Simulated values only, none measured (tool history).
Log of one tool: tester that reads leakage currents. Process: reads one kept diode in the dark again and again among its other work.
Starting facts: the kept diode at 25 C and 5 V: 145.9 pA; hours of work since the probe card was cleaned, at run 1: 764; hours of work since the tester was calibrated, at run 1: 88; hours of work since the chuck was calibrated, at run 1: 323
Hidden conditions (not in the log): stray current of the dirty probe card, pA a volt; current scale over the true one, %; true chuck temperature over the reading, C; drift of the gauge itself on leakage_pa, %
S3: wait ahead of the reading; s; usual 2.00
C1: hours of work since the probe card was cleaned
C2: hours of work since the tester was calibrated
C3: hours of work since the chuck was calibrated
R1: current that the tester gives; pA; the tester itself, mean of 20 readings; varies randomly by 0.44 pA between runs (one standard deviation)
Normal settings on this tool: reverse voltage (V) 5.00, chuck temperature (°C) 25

{"run": 1, "hour": 0.0, "reverse voltage (V)": 5.0, "chuck temperature (°C)": 25, "S3": 2.0, "C1": 764, "C2": 88, "C3": 323, "R1": 146.86}
{"run": 2, "hour": 44.3, "reverse voltage (V)": 5.0, "chuck temperature (°C)": 25, "S3": 2.0, "C1": 788, "C2": 112, "C3": 347, "R1": 147.05}
{"run": 3, "hour": 69.2, "reverse voltage (V)": 5.0, "chuck temperature (°C)": 25, "S3": 2.0, "C1": 802, "C2": 125, "C3": 360, "R1": 147.03}
{"run": 4, "hour": 102.9, "reverse voltage (V)": 5.0, "chuck temperature (°C)": 25, "S3": 2.0, "C1": 820, "C2": 143, "C3": 379, "R1": 147.56}
{"run": 5, "hour": 146.2, "reverse voltage (V)": 5.0, "chuck temperature (°C)": 25, "S3": 2.0, "C1": 843, "C2": 167, "C3": 402, "R1": 147.5}
{"run": 6, "hour": 176.2, "reverse voltage (V)": 5.0, "chuck temperature (°C)": 25, "S3": 2.0, "C1": 859, "C2": 183, "C3": 418, "R1": 146.98}
{"run": 7, "hour": 194.9, "reverse voltage (V)": 5.0, "chuck temperature (°C)": 25, "S3": 5.31, "C1": 869, "C2": 193, "C3": 428, "R1": 144.93}
{"run": 8, "hour": 235.4, "reverse voltage (V)": 5.0, "chuck temperature (°C)": 25, "S3": 5.31, "C1": 891, "C2": 215, "C3": 450, "R1": 145.89}
{"run": 9, "hour": 257.8, "reverse voltage (V)": 5.0, "chuck temperature (°C)": 25, "S3": 5.31, "C1": 903, "C2": 227, "C3": 462, "R1": 146.06}
{"run": 10, "hour": 277.9, "reverse voltage (V)": 5.55, "chuck temperature (°C)": 25, "S3": 5.31, "C1": 914, "C2": 238, "C3": 473, "R1": 153.54}
{"run": 11, "hour": 309.2, "reverse voltage (V)": 18.43, "chuck temperature (°C)": 28, "S3": 5.31, "C1": 931, "C2": 254, "C3": 490, "R1": 318.66}
{"run": 12, "hour": 348.4, "reverse voltage (V)": 1.27, "chuck temperature (°C)": 51, "S3": 0.45, "C1": 952, "C2": 276, "C3": 511, "R1": 474.75}
{"run": 13, "hour": 369.1, "reverse voltage (V)": 1.27, "chuck temperature (°C)": 51, "S3": 0.45, "C1": 963, "C2": 287, "C3": 522, "R1": 476.62}
{"run": 14, "hour": 414.7, "reverse voltage (V)": 5.0, "chuck temperature (°C)": 58, "S3": 2.0, "C1": 988, "C2": 311, "C3": 547, "R1": 1314.7}
{"hour": 457.8, "done": "probe card cleaned and baked"}
{"run": 15, "hour": 461.7, "reverse voltage (V)": 5.0, "chuck temperature (°C)": 28, "S3": 0.6, "C1": 2, "C2": 335, "C3": 571, "R1": 184.07}
{"run": 16, "hour": 484.4, "reverse voltage (V)": 5.0, "chuck temperature (°C)": 28, "S3": 0.6, "C1": 14, "C2": 347, "C3": 583, "R1": 185.08}
{"run": 17, "hour": 524.1, "reverse voltage (V)": 5.0, "chuck temperature (°C)": 28, "S3": 0.6, "C1": 36, "C2": 369, "C3": 604, "R1": 184.02}
{"run": 18, "hour": 550.0, "reverse voltage (V)": 5.0, "chuck temperature (°C)": 38, "S3": 1.68, "C1": 50, "C2": 383, "C3": 618, "R1": 367.69}
{"run": 19, "hour": 571.1, "reverse voltage (V)": 5.0, "chuck temperature (°C)": 24, "S3": 6.23, "C1": 61, "C2": 394, "C3": 630, "R1": 135.64}

3 ways to go on from here, each from the tool as it stands after run 19. What would each give?
{"run": "A", "hour": 592.3, "reverse voltage (V)": 5.0, "chuck temperature (°C)": 37, "S3": 2.06, "C1": 73, "C2": 406, "C3": 641, "R1": "?"}
{"run": "B", "hour": 592.3, "reverse voltage (V)": 1.27, "chuck temperature (°C)": 25, "S3": 0.31, "C1": 73, "C2": 406, "C3": 641, "R1": "?"}
{"run": "C", "hour": 592.3, "reverse voltage (V)": 5.0, "chuck temperature (°C)": 22, "S3": 2.0, "C1": 73, "C2": 406, "C3": 641, "R1": "?"}

run=A R1=342.65
run=B R1=82.38
run=C R1=117.89
Without the tool's hidden state the same runs would have given:
run=A R1=343.06
run=B R1=82.49
run=C R1=118.04

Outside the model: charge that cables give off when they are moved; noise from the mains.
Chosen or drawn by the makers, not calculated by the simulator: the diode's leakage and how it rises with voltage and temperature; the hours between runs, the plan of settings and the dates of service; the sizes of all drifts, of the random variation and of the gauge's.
